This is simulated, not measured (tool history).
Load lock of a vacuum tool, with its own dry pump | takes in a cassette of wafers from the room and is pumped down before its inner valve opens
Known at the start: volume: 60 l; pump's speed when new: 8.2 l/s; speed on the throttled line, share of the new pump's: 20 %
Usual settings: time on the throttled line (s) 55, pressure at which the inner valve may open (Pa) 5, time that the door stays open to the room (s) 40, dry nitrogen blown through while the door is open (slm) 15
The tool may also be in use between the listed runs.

run     hour  time on the throttled line (s)  pressure at which the inner valve may open (Pa)  time that the door stays open to the room (s)  dry nitrogen blown through while the door is open (slm)  incoming humidity of the room's air, %  time from the closed door until the inner valve may open (s)  rise of the pressure with all valves shut (Pa/min)
  1      0.0                              55                                                5                                             40                                                       15                                    47.2                                                         123.6                                               0.088
  2    236.9                              55                                                5                                            221                                                       15                                    39.8                                                         124.4                                               0.101
  3    574.3                              55                                                5                                            221                                                       15                                    44.7                                                         125.6                                               0.114
  4    840.7                              48                                                5                                             40                                                       15                                    45.0                                                         118.3                                               0.101
  5   1156.1                              48                                                5                                             40                                                       15                                    46.1                                                         119.9                                               0.108
  6   1374.0                              55                                                5                                             40                                                       22                                    44.9                                                         124.7                                               0.112
  7   1628.8                              55                                                5                                             40                                                       22                                    45.0                                                         125.0                                               0.115
  8   1929.0                              55                                                5                                             40                                                       22                                    45.4                                                         126.0                                               0.124
  9   2130.7                              55                                                5                                             40                                                       22                                    44.0                                                         125.6                                               0.131
 10   2366.1                              55                                                5                                             59                                                       15                                    42.9                                                         127.9                                               0.140
 11   2596.0                              55                                                5                                             59                                                       15                                    44.6                                                         126.5                                               0.148
 12   2931.5                              51                                                5                                             40                                                       15                                    44.7                                                         122.3                                               0.145
 13   3264.1                              55                                                5                                             40                                                       15                                    47.7                                                         128.5                                               0.159
 14   3471.6                              55                                                5                                             40                                                       15                                    46.1                                                         127.9                                               0.168
 15   3640.6                              55                                                5                                             40                                                       15                                    46.6                                                         128.2                                               0.163
 16   3936.4                              55                                                5                                             40                                                       15                                    41.1                                                         127.1                                               0.176
 17   4197.7                              55                                                5                                             40                                                        5                                    46.8                                                         129.2                                               0.193
 18   4543.2                              55                                                5                                             40                                                        5                                    45.8                                                         129.7                                               0.200
 19   4779.3                              55                                                5                                             40                                                       15                                    43.2                                                         129.0                                               0.203
 20   5051.4                              35                                                7                                             40                                                       15                                    46.4                                                         110.5                                               0.204
 21   5317.4                              55                                                5                                            157                                                       15                                    44.2                                                         129.9                                               0.228
 22   5642.1                              59                                                5                                             29                                                       15                                    45.8                                                         134.4                                               0.222
 23   5992.8                              59                                                5                                             29                                                        7                                    47.3                                                         132.2                                               0.247
 24   6140.5                              89                                                6                                             29                                                        7                                    42.4                                                         153.5                                               0.247
 25   6494.0                              46                                                6                                             29                                                        7                                    44.5                                                         122.5                                               0.257
 26   6850.9                              91                                                5                                            131                                                       15                                    43.8                                                         158.1                                               0.274
 27   7188.4                              91                                                5                                            131                                                       15                                    45.5                                                         160.4                                               0.286
 28   7406.5                              91                                                6                                             57                                                       22                                    45.4                                                         159.1                                               0.282
 29   7731.5                              55                                               10                                             40                                                       15                                    46.1                                                         125.2                                               0.286
 30   8061.9                              55                                                5                                             40                                                        8                                    46.9                                                         133.7                                               0.310
 31   8211.2                              55                                                5                                             40                                                        8                                    45.6                                                         132.6                                               0.316
 32   8561.6                              55                                                5                                             40                                                        8                                    44.2                                                         134.3                                               0.333
 33   8879.6                              86                                                8                                             71                                                        4                                    44.7                                                         152.1                                               0.346
 34   9090.4                             104                                                6                                            139                                                       17                                    46.8                                                         169.7                                               0.356
      9366.9  -- door's seal changed, seat wiped
 35   9366.9                              55                                                5                                            153                                                       15                                    45.1                                                         135.8                                               0.027
 36   9708.2                              55                                                9                                             40                                                        7                                    43.8                                                         129.3                                               0.019
 37   9861.1                              55                                                9                                             40                                                        7                                    46.1                                                         130.2                                               0.019
      9907.9  -- dry pump taken out, an overhauled one fitted
 38  10070.1                             102                                                8                                            132                                                        9                                    46.6                                                         151.5                                               0.037

3 ways to go on from here, each from the tool as it stands after run 38. What would each give?
  A  10301.4                              93                                                5                                             40                                                        9                                    45.0                                                             ?                                                   ?
  B  10301.4                             102                                               10                                            176                                                       12                                    44.3                                                             ?                                                   ?
  C  10301.4                              48                                                5                                             40                                                       15                                    45.6                                                             ?                                                   ?

run  time from the closed door until the inner valve may open (s)  rise of the pressure with all valves shut (Pa/min)
  A                                                         147.7                                               0.032
  B                                                         150.6                                               0.037
  C                                                         112.6                                               0.027
Without the tool's hidden state the same runs would have given:
run  time from the closed door until the inner valve may open (s)  rise of the pressure with all valves shut (Pa/min)
  A                                                         147.2                                               0.025
  B                                                         150.2                                               0.029
  C                                                         112.0                                               0.019
